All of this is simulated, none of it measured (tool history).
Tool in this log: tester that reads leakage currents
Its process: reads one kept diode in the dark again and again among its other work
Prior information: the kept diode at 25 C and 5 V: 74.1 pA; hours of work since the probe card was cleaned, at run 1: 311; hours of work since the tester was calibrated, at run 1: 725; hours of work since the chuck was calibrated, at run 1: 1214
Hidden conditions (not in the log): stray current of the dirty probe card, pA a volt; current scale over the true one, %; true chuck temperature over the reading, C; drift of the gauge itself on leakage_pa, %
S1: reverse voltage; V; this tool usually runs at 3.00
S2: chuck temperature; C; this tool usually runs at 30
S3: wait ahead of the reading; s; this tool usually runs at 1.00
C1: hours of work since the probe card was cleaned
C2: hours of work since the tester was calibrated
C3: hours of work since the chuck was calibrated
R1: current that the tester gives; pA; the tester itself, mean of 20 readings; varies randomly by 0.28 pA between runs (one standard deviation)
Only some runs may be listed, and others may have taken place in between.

run 1 hour=0.0 | S1=3.00 S2=30 S3=1.00 | C1=311 C2=725 C3=1214 | R1=83.10
run 2 hour=20.2 | S1=3.00 S2=30 S3=0.32 | C1=325 C2=740 C3=1228 | R1=83.97
run 3 hour=47.7 | S1=3.00 S2=30 S3=1.00 | C1=346 C2=760 C3=1249 | R1=83.41
run 4 hour=74.9 | S1=3.00 S2=30 S3=1.00 | C1=366 C2=780 C3=1269 | R1=83.06
run 5 hour=118.1 | S1=3.00 S2=30 S3=1.00 | C1=397 C2=812 C3=1300 | R1=82.57
run 6 hour=154.7 | S1=3.00 S2=30 S3=1.94 | C1=424 C2=839 C3=1327 | R1=82.88
run 7 hour=194.6 | S1=3.00 S2=30 S3=1.94 | C1=453 C2=868 C3=1356 | R1=82.02
run 8 hour=217.7 | S1=3.00 S2=30 S3=1.94 | C1=470 C2=885 C3=1373 | R1=82.04
-- hour=223.6 probe card cleaned and baked
run 9 hour=239.0 | S1=3.00 S2=30 S3=1.94 | C1=11 C2=898 C3=1387 | R1=81.74
run 10 hour=272.1 | S1=3.00 S2=30 S3=1.94 | C1=36 C2=923 C3=1411 | R1=82.16
run 11 hour=316.5 | S1=3.00 S2=30 S3=1.94 | C1=68 C2=955 C3=1444 | R1=81.83
run 12 hour=358.2 | S1=9.09 S2=30 S3=1.00 | C1=99 C2=986 C3=1474 | R1=121.63
-- hour=368.5 probe card cleaned and baked, once more
run 13 hour=403.1 | S1=3.00 S2=30 S3=0.71 | C1=25 C2=1016 C3=1505 | R1=81.23
run 14 hour=432.8 | S1=1.38 S2=35 S3=0.58 | C1=47 C2=1038 C3=1527 | R1=88.46
run 15 hour=470.1 | S1=1.09 S2=25 S3=6.44 | C1=74 C2=1066 C3=1554 | R1=39.22
run 16 hour=506.5 | S1=1.28 S2=26 S3=1.24 | C1=101 C2=1092 C3=1581 | R1=44.49
run 17 hour=526.1 | S1=1.28 S2=50 S3=3.86 | C1=116 C2=1107 C3=1595 | R1=238.03
run 18 hour=547.1 | S1=1.28 S2=50 S3=3.86 | C1=131 C2=1122 C3=1610 | R1=235.98
run 19 hour=577.8 | S1=3.00 S2=45 S3=1.10 | C1=153 C2=1145 C3=1633 | R1=228.46
run 20 hour=620.3 | S1=9.93 S2=45 S3=0.46 | C1=185 C2=1176 C3=1664 | R1=349.91
run 21 hour=651.5 | S1=1.11 S2=29 S3=0.98 | C1=208 C2=1199 C3=1687 | R1=52.51
run 22 hour=686.4 | S1=2.41 S2=47 S3=7.35 | C1=233 C2=1224 C3=1713 | R1=241.99
run 23 hour=707.0 | S1=2.41 S2=47 S3=7.35 | C1=248 C2=1239 C3=1728 | R1=240.94

What will run 24 give?
run 24 hour=748.8 | S1=1.33 S2=47 S3=2.45 | C1=279 C2=1270 C3=1758 | R1=?

{"run 24": {"R1": 196.31}}
With the hidden condition absent and the run-to-run variation left alone, this run would have shown R1 219.41 pA.
